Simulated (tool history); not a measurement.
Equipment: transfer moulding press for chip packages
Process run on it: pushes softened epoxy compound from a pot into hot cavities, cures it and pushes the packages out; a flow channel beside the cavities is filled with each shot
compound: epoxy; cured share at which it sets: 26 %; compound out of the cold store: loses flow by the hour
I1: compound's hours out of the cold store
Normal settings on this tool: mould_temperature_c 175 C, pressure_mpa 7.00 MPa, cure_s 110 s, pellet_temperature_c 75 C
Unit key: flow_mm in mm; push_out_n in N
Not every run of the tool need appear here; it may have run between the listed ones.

run 1 hour=0.0 | mould_temperature_c=175 pressure_mpa=7.00 cure_s=110 pellet_temperature_c=75 | I1=28.7 | flow_mm=609 push_out_n=488
run 2 hour=10.4 | mould_temperature_c=175 pressure_mpa=7.00 cure_s=136 pellet_temperature_c=75 | I1=32.0 | flow_mm=598 push_out_n=422
run 3 hour=27.7 | mould_temperature_c=175 pressure_mpa=7.00 cure_s=136 pellet_temperature_c=75 | I1=30.9 | flow_mm=603 push_out_n=427
run 4 hour=38.0 | mould_temperature_c=175 pressure_mpa=7.00 cure_s=136 pellet_temperature_c=75 | I1=41.2 | flow_mm=556 push_out_n=411
run 5 hour=47.1 | mould_temperature_c=176 pressure_mpa=7.00 cure_s=110 pellet_temperature_c=75 | I1=41.7 | flow_mm=547 push_out_n=469
-- hour=59.1 cavities cleaned with cleaning compound and waxed
run 6 hour=65.0 | mould_temperature_c=175 pressure_mpa=7.00 cure_s=97 pellet_temperature_c=75 | I1=20.2 | flow_mm=657 push_out_n=580
run 7 hour=81.2 | mould_temperature_c=175 pressure_mpa=7.00 cure_s=97 pellet_temperature_c=79 | I1=9.2 | flow_mm=715 push_out_n=610
-- hour=93.5 plunger's sealing rings changed
run 8 hour=94.2 | mould_temperature_c=175 pressure_mpa=7.00 cure_s=97 pellet_temperature_c=79 | I1=16.3 | flow_mm=674 push_out_n=604
run 9 hour=113.4 | mould_temperature_c=175 pressure_mpa=7.60 cure_s=110 pellet_temperature_c=75 | I1=29.5 | flow_mm=632 push_out_n=485
run 10 hour=125.0 | mould_temperature_c=175 pressure_mpa=7.60 cure_s=110 pellet_temperature_c=75 | I1=24.0 | flow_mm=652 push_out_n=499
run 11 hour=135.4 | mould_temperature_c=175 pressure_mpa=7.60 cure_s=110 pellet_temperature_c=75 | I1=34.9 | flow_mm=613 push_out_n=474
run 12 hour=144.5 | mould_temperature_c=167 pressure_mpa=7.88 cure_s=143 pellet_temperature_c=67 | I1=31.3 | flow_mm=652 push_out_n=488
run 13 hour=163.1 | mould_temperature_c=167 pressure_mpa=7.88 cure_s=143 pellet_temperature_c=67 | I1=13.1 | flow_mm=756 push_out_n=504
run 14 hour=171.8 | mould_temperature_c=167 pressure_mpa=6.76 cure_s=96 pellet_temperature_c=67 | I1=11.5 | flow_mm=709 push_out_n=1051
run 15 hour=184.0 | mould_temperature_c=168 pressure_mpa=6.68 cure_s=144 pellet_temperature_c=73 | I1=25.8 | flow_mm=624 push_out_n=475
-- hour=186.6 cavities cleaned with cleaning compound and waxed
run 16 hour=202.6 | mould_temperature_c=175 pressure_mpa=7.00 cure_s=110 pellet_temperature_c=75 | I1=24.4 | flow_mm=637 push_out_n=474
run 17 hour=217.7 | mould_temperature_c=175 pressure_mpa=7.00 cure_s=110 pellet_temperature_c=75 | I1=15.7 | flow_mm=674 push_out_n=508
run 18 hour=235.1 | mould_temperature_c=175 pressure_mpa=7.00 cure_s=147 pellet_temperature_c=75 | I1=22.2 | flow_mm=648 push_out_n=422
run 19 hour=246.0 | mould_temperature_c=175 pressure_mpa=7.00 cure_s=147 pellet_temperature_c=75 | I1=10.5 | flow_mm=704 push_out_n=419
run 20 hour=261.5 | mould_temperature_c=169 pressure_mpa=7.00 cure_s=110 pellet_temperature_c=84 | I1=45.6 | flow_mm=548 push_out_n=609
run 21 hour=271.2 | mould_temperature_c=175 pressure_mpa=6.61 cure_s=110 pellet_temperature_c=75 | I1=34.5 | flow_mm=571 push_out_n=481
run 22 hour=282.4 | mould_temperature_c=175 pressure_mpa=5.56 cure_s=110 pellet_temperature_c=84 | I1=8.2 | flow_mm=642 push_out_n=505

Consider 3 possible next runs. They are alternatives, not a sequence: every one starts from the tool as it was left by run 22. What does each give?
run A hour=295.9 | mould_temperature_c=175 pressure_mpa=8.45 cure_s=110 pellet_temperature_c=84 | I1=30.4 | flow_mm=? push_out_n=?
run B hour=295.9 | mould_temperature_c=175 pressure_mpa=5.56 cure_s=110 pellet_temperature_c=69 | I1=28.7 | flow_mm=? push_out_n=?
run C hour=295.9 | mould_temperature_c=180 pressure_mpa=7.00 cure_s=122 pellet_temperature_c=83 | I1=14.8 | flow_mm=? push_out_n=?

run=A flow_mm=663 push_out_n=488
run=B flow_mm=544 push_out_n=481
run=C flow_mm=673 push_out_n=415
Had the tool no hidden state, the same runs would have come out as:
run=A flow_mm=663 push_out_n=483
run=B flow_mm=545 push_out_n=476
run=C flow_mm=673 push_out_n=410
